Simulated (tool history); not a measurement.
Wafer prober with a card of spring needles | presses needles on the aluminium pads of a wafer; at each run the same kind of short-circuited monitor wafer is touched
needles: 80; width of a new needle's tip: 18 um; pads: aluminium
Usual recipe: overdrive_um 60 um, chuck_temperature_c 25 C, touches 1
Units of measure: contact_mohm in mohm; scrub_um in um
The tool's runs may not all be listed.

| run | day | overdrive_um | chuck_temperature_c | touches | contact_mohm | scrub_um |
|---|---|---|---|---|---|---|
| 1 | 0 | 60 | 25 | 1 | 221 | 9.9 |
|  | 0.425 | tips cleaned on abrasive film |
| 2 | 0.425 | 48 | 25 | 1 | 130 | 7.87 |
| 3 | 0.788 | 48 | 25 | 1 | 198 | 8 |
| 4 | 1.225 | 48 | 26 | 1 | 250 | 7.85 |
|  | 1.775 | tips cleaned on abrasive film |
| 5 | 1.775 | 48 | 26 | 1 | 128 | 7.98 |
| 6 | 2.183 | 48 | 26 | 1 | 207 | 7.88 |
| 7 | 2.517 | 48 | 26 | 1 | 247 | 7.94 |
| 8 | 3.029 | 60 | 25 | 3 | 157 | 9.92 |
|  | 3.117 | tips cleaned on abrasive film |
| 9 | 3.488 | 60 | 25 | 3 | 140 | 9.69 |
| 10 | 3.854 | 60 | 25 | 3 | 145 | 9.83 |
| 11 | 4.154 | 60 | 25 | 1 | 219 | 9.96 |
|  | 4.467 | tips cleaned on abrasive film |
| 12 | 4.479 | 60 | 25 | 1 | 127 | 9.79 |
| 13 | 4.838 | 60 | 25 | 1 | 173 | 9.81 |
| 14 | 5.208 | 60 | 30 | 1 | 207 | 9.88 |
| 15 | 5.479 | 60 | 30 | 1 | 215 | 9.9 |
| 16 | 5.788 | 60 | 30 | 1 | 226 | 9.85 |
|  | 5.825 | tips cleaned on abrasive film |
| 17 | 6.133 | 53 | 25 | 1 | 183 | 8.62 |
| 18 | 6.392 | 60 | 25 | 2 | 161 | 9.85 |
| 19 | 6.938 | 76 | 67 | 3 | 144 | 12.5 |
|  | 7.175 | tips cleaned on abrasive film |
| 20 | 7.192 | 76 | 67 | 3 | 122 | 12.54 |
| 21 | 7.721 | 70 | 95 | 1 | 175 | 11.43 |
| 22 | 8.088 | 70 | 60 | 3 | 144 | 11.51 |
| 23 | 8.433 | 49 | 25 | 2 | 219 | 7.96 |
|  | 8.525 | tips cleaned on abrasive film |
| 24 | 8.792 | 49 | 25 | 1 | 189 | 8.01 |
| 25 | 9.158 | 71 | 25 | 1 | 176 | 11.68 |
| 26 | 9.429 | 57 | 40 | 1 | 229 | 9.28 |
| 27 | 9.7 | 64 | 25 | 2 | 176 | 10.42 |
|  | 9.892 | tips cleaned on abrasive film |
| 28 | 10.262 | 47 | 119 | 1 | 211 | 7.54 |
| 29 | 10.496 | 47 | 119 | 1 | 237 | 7.52 |
| 30 | 11.05 | 60 | 118 | 2 | 189 | 9.82 |
|  | 11.229 | tips cleaned on abrasive film |
| 31 | 11.442 | 60 | 118 | 2 | 153 | 9.73 |
| 32 | 11.929 | 64 | 71 | 3 | 151 | 10.46 |
| 33 | 12.338 | 64 | 71 | 2 | 175 | 10.46 |

Results per run with the tool's hidden condition removed, run-to-run variation unchanged:
What the log doesn't record here: debris on the tips, nm; way that the needles fall short of the set height, um; tips' diameter, um; drift of the gauge itself on contact_mohm, %; drift of the gauge itself on scrub_um, %.
| run | contact_mohm | scrub_um |
|---|---|---|
| 1 | 118 | 9.94 |
| 2 | 119 | 7.93 |
| 3 | 120 | 8.06 |
| 4 | 120 | 7.9 |
| 5 | 119 | 8.06 |
| 6 | 121 | 7.96 |
| 7 | 123 | 8.01 |
| 8 | 117 | 10 |
| 9 | 119 | 9.79 |
| 10 | 115 | 9.93 |
| 11 | 118 | 10.05 |
| 12 | 118 | 9.91 |
| 13 | 118 | 9.93 |
| 14 | 121 | 10 |
| 15 | 117 | 10.01 |
| 16 | 116 | 9.97 |
| 17 | 117 | 8.76 |
| 18 | 116 | 9.99 |
| 19 | 120 | 12.63 |
| 20 | 119 | 12.69 |
| 21 | 124 | 11.58 |
| 22 | 118 | 11.67 |
| 23 | 121 | 8.12 |
| 24 | 119 | 8.18 |
| 25 | 115 | 11.86 |
| 26 | 122 | 9.45 |
| 27 | 116 | 10.6 |
| 28 | 139 | 7.73 |
| 29 | 137 | 7.72 |
| 30 | 132 | 10.01 |
| 31 | 129 | 9.94 |
| 32 | 124 | 10.68 |
| 33 | 121 | 10.67 |

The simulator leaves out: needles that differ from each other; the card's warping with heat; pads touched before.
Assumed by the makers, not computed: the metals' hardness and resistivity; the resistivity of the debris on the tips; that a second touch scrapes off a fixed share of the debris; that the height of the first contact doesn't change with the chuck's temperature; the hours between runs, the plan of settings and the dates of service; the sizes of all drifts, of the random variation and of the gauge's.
